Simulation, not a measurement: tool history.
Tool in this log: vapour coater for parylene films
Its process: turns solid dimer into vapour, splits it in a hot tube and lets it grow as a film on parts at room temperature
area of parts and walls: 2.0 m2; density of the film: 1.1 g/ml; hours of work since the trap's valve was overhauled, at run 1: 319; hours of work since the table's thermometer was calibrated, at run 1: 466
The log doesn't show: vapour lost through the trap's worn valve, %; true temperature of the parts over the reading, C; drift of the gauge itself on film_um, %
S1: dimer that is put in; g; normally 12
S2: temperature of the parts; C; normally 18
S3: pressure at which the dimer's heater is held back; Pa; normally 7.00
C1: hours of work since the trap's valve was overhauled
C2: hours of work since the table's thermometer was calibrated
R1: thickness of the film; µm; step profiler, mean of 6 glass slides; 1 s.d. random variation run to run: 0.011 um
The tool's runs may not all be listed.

run 1 hour=0.0 | S1=12 S2=18 S3=7.00 | C1=319 C2=466 | R1=2.91
run 2 hour=37.3 | S1=12 S2=18 S3=8.37 | C1=347 C2=494 | R1=2.83
run 3 hour=71.1 | S1=7 S2=18 S3=7.00 | C1=372 C2=520 | R1=1.69
run 4 hour=136.6 | S1=12 S2=13 S3=7.00 | C1=422 C2=569 | R1=3.09
run 5 hour=206.4 | S1=12 S2=18 S3=7.00 | C1=474 C2=622 | R1=2.84
run 6 hour=269.9 | S1=12 S2=18 S3=7.00 | C1=522 C2=670 | R1=2.82
-- hour=346.5 trap's valve overhauled
run 7 hour=346.5 | S1=6 S2=27 S3=5.92 | C1=0 C2=724 | R1=1.33
run 8 hour=388.7 | S1=6 S2=22 S3=2.90 | C1=32 C2=756 | R1=1.52
run 9 hour=440.8 | S1=17 S2=26 S3=7.00 | C1=71 C2=795 | R1=3.69
run 10 hour=486.3 | S1=7 S2=21 S3=4.28 | C1=105 C2=830 | R1=1.72
run 11 hour=524.1 | S1=6 S2=11 S3=3.47 | C1=134 C2=858 | R1=1.76

How the hidden state differs across the entries between the runs, from the last listed run before each to the first after it:
From run 6 to run 7: trap's valve overhauled (hour 346.5)
  vapour lost through the trap's worn valve, %: 5.8 -> 0.2; true temperature of the parts over the reading, C: 0.29 -> 0.32
  measured value less the no-hidden-state value, R1: -0.19 -> -0.01 µm
